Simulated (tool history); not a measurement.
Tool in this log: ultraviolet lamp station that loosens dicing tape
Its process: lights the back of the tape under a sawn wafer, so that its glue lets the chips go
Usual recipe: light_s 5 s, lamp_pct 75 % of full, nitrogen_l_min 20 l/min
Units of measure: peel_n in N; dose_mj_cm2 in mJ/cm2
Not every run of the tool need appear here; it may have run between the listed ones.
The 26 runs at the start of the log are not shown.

run	hour	light_s	lamp_pct	nitrogen_l_min	hours of work of the lamp	hours of work since the window was cleaned	peel_n	dose_mj_cm2
# hour 526.2: lamp changed
27	538.8	3	66	20	7	438	0.904	250
28	558.9	3	66	20	19	450	0.895	251
29	587.3	5	97	20	35	466	0.251	613
30	615.8	3	97	20	51	482	0.542	371
31	641.7	4	67	11	66	497	0.760	337
32	660.2	4	67	11	77	508	0.794	340
33	681.0	3	67	20	89	520	0.903	254
34	696.8	4	99	14	98	529	0.400	509
# hour 707.1: window cleaned of glue's vapour
35	717.0	2	89	8	109	6	1.287	226
36	739.6	2	64	20	122	19	1.364	166
37	759.7	2	64	20	134	30	1.416	164
38	773.3	5	75	7	141	38	0.568	473

What does the tool deliver on the next run?
39	798.7	5	61	10	156	53	?	?

Run 39 gave peel_n 0.647 N, dose_mj_cm2 383 mJ/cm2.
If the tool had no hidden condition, the same run with the same run-to-run variation would have returned peel_n 0.647 N, dose_mj_cm2 384 mJ/cm2.
